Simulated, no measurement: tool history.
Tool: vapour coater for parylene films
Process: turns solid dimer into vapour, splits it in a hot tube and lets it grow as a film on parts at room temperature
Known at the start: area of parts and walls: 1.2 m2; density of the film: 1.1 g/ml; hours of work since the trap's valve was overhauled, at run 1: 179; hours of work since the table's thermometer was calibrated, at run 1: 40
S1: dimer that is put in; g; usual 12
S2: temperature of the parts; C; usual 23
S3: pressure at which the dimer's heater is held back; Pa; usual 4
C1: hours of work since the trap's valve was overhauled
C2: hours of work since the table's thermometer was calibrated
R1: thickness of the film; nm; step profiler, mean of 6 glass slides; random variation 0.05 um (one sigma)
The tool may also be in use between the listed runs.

run,hour,S1,S2,S3,C1,C2,R1
1,0,12,23,4,179,40,5300
2,60.1,12,23,4,222,83,5250
3,106.8,12,27,4,256,116,4540
4,147.8,12,23,4,285,145,5080
5,184.4,12,23,4,311,171,5020
6,235.4,12,23,4,347,208,4980
7,305.1,11,23,4,397,257,4400
# hour 316.3: trap's valve overhauled
8,351.1,11,21,4,25,287,5450
9,419,11,21,4.5,73,336,5240
10,465.5,11,21,4.5,106,369,5140
11,533.8,11,21,4.5,155,417,5030
12,602.3,12,24,4,204,466,4940
13,669.3,12,24,4,252,514,4900
14,727,12,24,4,293,555,4860
15,762.4,12,24,4,318,580,4830
16,824.2,12,24,4,362,624,4720
# hour 883: trap's valve overhauled
17,892.8,6,23,4,7,670,2710
18,936.9,12,23,7.15,38,702,4690
19,990.3,12,23,7.15,76,740,4650
20,1036.8,12,23,7.15,110,773,4570
21,1088.6,12,23,7.15,147,810,4510
22,1147.1,12,34,4,188,852,3530
23,1211.5,12,23,4,234,897,5080
24,1274.5,12,23,4,279,942,5050
# hour 1347.2: table's thermometer calibrated
25,1350.8,9,23,4,333,3,3750
26,1409.3,12,23,8.78,374,44,4120
# hour 1450.9: trap's valve overhauled
27,1482.1,12,33,6.26,22,93,3660
28,1536.7,12,23,4.62,61,132,5250
29,1569.8,12,23,4.33,85,156,5420
30,1606.1,12,23,4.33,111,182,5330
31,1642,9,23,3.44,136,207,4120
32,1680.1,12,23,8.79,163,234,4280
33,1742.5,12,20,7.73,208,279,4820
34,1818,10,18,2.79,262,333,5420
35,1884.5,10,18,2.79,309,380,5260
36,1951.6,6,19,8.89,357,428,2300
37,1985.7,6,19,8.89,381,452,2200
# hour 2018.4: trap's valve overhauled
38,2057,11,25,4,27,500,4730
39,2112,11,25,4,67,539,4640
40,2148.4,12,23,2.5,93,565,5980
41,2192.8,15,22,6.94,124,597,5980
42,2247,12,15,6.53,163,636,5920
43,2279.7,13,31,9.94,186,659,3390
44,2334,5,31,9.94,225,698,1280
45,2390,14,21,4.79,265,737,5890
46,2463.8,7,21,2.13,317,790,3520

Hidden state or all else? Some run-to-run changes of R1, split into what the settings, what came in and random variation would give without the hidden state, and what is left for the hidden state (with any gauge scatter that isn't in both results):
The hidden state here: vapour lost through the trap's worn valve, %; true temperature of the parts over the reading, C; drift of the gauge itself on film_um, %.
Run 7 -> 8: S2 23 -> 21, trap's valve overhauled. R1 +1050 nm: hidden state +670, all else +380.
Run 16 -> 17: S1 12 -> 6, S2 24 -> 23, trap's valve overhauled. R1 -2010 nm: hidden state +740, all else -2750.
Run 35 -> 36: S1 10 -> 6, S2 18 -> 19, S3 2.79 -> 8.89. R1 -2960 nm: hidden state +400, all else -3360.
Run 37 -> 38: S1 6 -> 11, S2 19 -> 25, S3 8.89 -> 4, trap's valve overhauled. R1 +2530 nm: hidden state +220, all else +2310.
Run 44 -> 45: S1 5 -> 14, S2 31 -> 21, S3 9.94 -> 4.79. R1 +4610 nm: hidden state -740, all else +5350.
